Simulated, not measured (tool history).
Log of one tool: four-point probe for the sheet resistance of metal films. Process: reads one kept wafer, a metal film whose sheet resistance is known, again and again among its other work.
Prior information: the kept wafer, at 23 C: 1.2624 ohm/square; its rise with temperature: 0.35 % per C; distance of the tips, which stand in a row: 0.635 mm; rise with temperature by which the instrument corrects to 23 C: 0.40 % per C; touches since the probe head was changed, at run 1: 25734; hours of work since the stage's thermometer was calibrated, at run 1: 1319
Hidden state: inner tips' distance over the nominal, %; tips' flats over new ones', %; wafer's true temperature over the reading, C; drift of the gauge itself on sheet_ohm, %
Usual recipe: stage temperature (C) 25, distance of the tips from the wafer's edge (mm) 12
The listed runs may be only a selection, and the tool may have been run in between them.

run	hour	stage temperature (C)	distance of the tips from the wafer's edge (mm)	touches since the probe head was changed	hours of work since the stage's thermometer was calibrated	sheet resistance as the instrument gives it (ohm/square)
1	0	25	12	25734	1319	1.260919
2	17.9	25	12	26269	1330	1.260998
3	45.3	25	21	27092	1346	1.259153
4	62.6	25	19	27610	1356	1.259241
5	86	25	19	28311	1370	1.259757
6	106.9	25	74	28936	1382	1.258851
7	134.5	25	74	29761	1398	1.258329
8	150.6	25	12	30244	1408	1.260569
9	163.5	25	12	30629	1415	1.260352
10	176.1	25	12	31008	1423	1.260395
11	200.3	25	12	31733	1437	1.260285
12	224.7	25	31	32463	1452	1.258316
13	245.5	25	31	33086	1464	1.258148
14	259.5	25	31	33503	1472	1.257832
15	283.7	25	31	34230	1486	1.257914
16	301	19	12	34748	1496	1.263543
17	327	19	11	35524	1512	1.263865
18	345.2	19	11	36070	1522	1.263853
19	359.8	19	11	36508	1531	1.263332
20	373.4	19	11	36915	1539	1.26344
21	398.8	19	11	37674	1554	1.263531
22	422.7	19	11	38391	1568	1.263611
23	448.9	19	11	39175	1583	1.263024
24	475.2	19	11	39961	1599	1.262883
25	489.9	19	11	40402	1607	1.262525
26	516.7	19	11	41205	1623	1.262894
27	529	19	11	41573	1630	1.262526
28	551.7	19	11	42252	1644	1.262834
29	570.1	24	18	42805	1655	1.257822
30	583.7	24	18	43210	1663	1.257872
31	597	26	17	43610	1670	1.256316
32	619.7	21	9	44288	1684	1.262479
33	637.2	32	12	44813	1694	1.254214
34	649.8	20	12	45190	1701	1.261522
35	668.5	24	7	45752	1712	1.262223
36	692.1	24	7	46457	1726	1.262414
37	719	21	55	47264	1742	1.258445
38	742.4	21	55	47964	1756	1.25847

The logged runs with the hidden state left out (each run's random variation unchanged):
run	sheet resistance as the instrument gives it (ohm/square)
1	1.26307
2	1.263229
3	1.261496
4	1.261661
5	1.26228
6	1.261462
7	1.261065
8	1.263374
9	1.26321
10	1.263305
11	1.263297
12	1.261429
13	1.261345
14	1.261084
15	1.261268
16	1.26704
17	1.267478
18	1.267545
19	1.267084
20	1.267246
21	1.267453
22	1.267641
23	1.267176
24	1.267147
25	1.266848
26	1.267335
27	1.26702
28	1.267427
29	1.262435
30	1.262543
31	1.261019
32	1.26735
33	1.259024
34	1.266528
35	1.267266
36	1.267566
37	1.263734
38	1.263856
